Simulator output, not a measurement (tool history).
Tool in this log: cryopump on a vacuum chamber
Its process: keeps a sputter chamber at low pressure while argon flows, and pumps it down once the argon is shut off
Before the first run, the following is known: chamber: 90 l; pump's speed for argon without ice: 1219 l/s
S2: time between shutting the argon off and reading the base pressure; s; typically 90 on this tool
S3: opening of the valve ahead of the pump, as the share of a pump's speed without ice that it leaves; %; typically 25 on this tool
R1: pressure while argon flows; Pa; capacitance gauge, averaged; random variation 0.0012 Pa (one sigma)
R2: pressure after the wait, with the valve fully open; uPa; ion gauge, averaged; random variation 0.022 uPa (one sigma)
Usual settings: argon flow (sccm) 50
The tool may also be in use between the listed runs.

Run 1, hour 0.0: usual settings. Result: R1 0.2872 Pa, R2 2.36 uPa.
Run 2, hour 13.1: usual settings. Result: R1 0.2881 Pa, R2 2.45 uPa.
Run 3, hour 30.9: usual settings but S2 56 s. Result: R1 0.2876 Pa, R2 2.71 uPa.
Run 4, hour 54.2: usual settings but S2 149 s. Result: R1 0.2874 Pa, R2 2.48 uPa.
Run 5, hour 71.0: usual settings. Result: R1 0.2881 Pa, R2 2.54 uPa.
Run 6, hour 88.7: usual settings. Result: R1 0.2861 Pa, R2 2.64 uPa.
Run 7, hour 102.4: usual settings. Result: R1 0.2869 Pa, R2 2.72 uPa.
Run 8, hour 126.5: usual settings. Result: R1 0.2883 Pa, R2 2.78 uPa.
Run 9, hour 147.6: usual settings but S2 51 s. Result: R1 0.2894 Pa, R2 3.03 uPa.
Run 10, hour 161.7: usual settings but S2 51 s. Result: R1 0.2877 Pa, R2 3.08 uPa.
Run 11, hour 179.5: usual settings but S2 51 s. Result: R1 0.2908 Pa, R2 3.19 uPa.
Run 12, hour 196.6: usual settings but S2 23 s. Result: R1 0.2904 Pa, R2 3.86 uPa.
Run 13, hour 217.2: usual settings. Result: R1 0.2918 Pa, R2 3.00 uPa.
Run 14, hour 239.0: usual settings. Result: R1 0.2904 Pa, R2 3.06 uPa.
Run 15, hour 250.3: usual settings. Result: R1 0.2934 Pa, R2 3.09 uPa.
Run 16, hour 266.9: usual settings but S2 44 s. Result: R1 0.2914 Pa, R2 3.53 uPa.
Run 17, hour 289.1: usual settings but S2 44 s. Result: R1 0.2914 Pa, R2 3.58 uPa.
Run 18, hour 300.2: usual settings but argon flow (sccm) 75, S2 148 s. Result: R1 0.4361 Pa, R2 3.10 uPa.
Run 19, hour 316.3: usual settings but S2 81 s, S3 36 %. Result: R1 0.2069 Pa, R2 3.26 uPa.
Run 20, hour 337.6: usual settings but argon flow (sccm) 61, S3 34 %. Result: R1 0.2644 Pa, R2 3.38 uPa.
At hour 362.3: pump warmed up, emptied and cooled again.
Run 21, hour 366.0: usual settings but argon flow (sccm) 61, S3 34 %. Result: R1 0.2502 Pa, R2 2.91 uPa.
Run 22, hour 381.2: usual settings but argon flow (sccm) 61, S3 34 %. Result: R1 0.2522 Pa, R2 2.98 uPa.
Run 23, hour 392.5: usual settings but S3 16 %. Result: R1 0.4348 Pa, R2 3.07 uPa.
Run 24, hour 411.1: usual settings but S3 16 %. Result: R1 0.4362 Pa, R2 3.05 uPa.
Run 25, hour 422.8: usual settings but argon flow (sccm) 22. Result: R1 0.1225 Pa, R2 3.03 uPa.
Run 26, hour 444.6: usual settings but argon flow (sccm) 26, S2 23 s, S3 21 %. Result: R1 0.1714 Pa, R2 4.25 uPa.
Run 27, hour 456.7: usual settings but argon flow (sccm) 23, S3 28 %. Result: R1 0.1157 Pa, R2 3.06 uPa.
Run 28, hour 470.2: usual settings but argon flow (sccm) 41, S2 249 s, S3 23 %. Result: R1 0.2488 Pa, R2 2.89 uPa.
Run 29, hour 492.0: usual settings but argon flow (sccm) 38, S2 31 s. Result: R1 0.2123 Pa, R2 3.85 uPa.
Run 30, hour 509.8: usual settings but argon flow (sccm) 32, S2 144 s. Result: R1 0.1778 Pa, R2 3.09 uPa.
Run 31, hour 532.0: usual settings but argon flow (sccm) 57, S2 59 s, S3 18 %. Result: R1 0.4470 Pa, R2 3.51 uPa.
Run 32, hour 549.3: usual settings but argon flow (sccm) 34, S2 82 s, S3 44 %. Result: R1 0.1094 Pa, R2 3.32 uPa.
Run 33, hour 562.0: usual settings but argon flow (sccm) 34, S2 82 s, S3 23 %. Result: R1 0.2068 Pa, R2 3.49 uPa.

Selected run-to-run steps in R1, each split into two signed amounts: the part the tool would show with no hidden state at all (from settings, incoming material and random variation), and the remainder, which goes to the hidden state together with any gauge scatter not common to the measured and the hidden-state-free results:
The tool's hidden condition here consists of: pump's speed, % of a pump's without ice; cold plate's temperature, K; leak into the chamber, uPa l/s; drift of the gauge itself on working_pa, %; drift of the gauge itself on base_upa, %.
Run 17 -> 18: argon flow (sccm) 50 -> 75, S2 44 -> 148. R1 +0.1447 Pa: hidden state +0.0070, all else +0.1377.
Run 18 -> 19: argon flow (sccm) 75 -> 50, S2 148 -> 81, S3 25 -> 36. R1 -0.2292 Pa: hidden state -0.0066, all else -0.2226.
Run 20 -> 21: pump warmed up, emptied and cooled again. R1 -0.0142 Pa: hidden state -0.0160, all else +0.0018.
Run 24 -> 25: argon flow (sccm) 50 -> 22, S3 16 -> 25. R1 -0.3137 Pa: hidden state -0.0008, all else -0.3129.
Run 30 -> 31: argon flow (sccm) 32 -> 57, S2 144 -> 59, S3 25 -> 18. R1 +0.2692 Pa: hidden state +0.0015, all else +0.2677.
Run 31 -> 32: argon flow (sccm) 57 -> 34, S2 59 -> 82, S3 18 -> 44. R1 -0.3376 Pa: hidden state -0.0011, all else -0.3365.
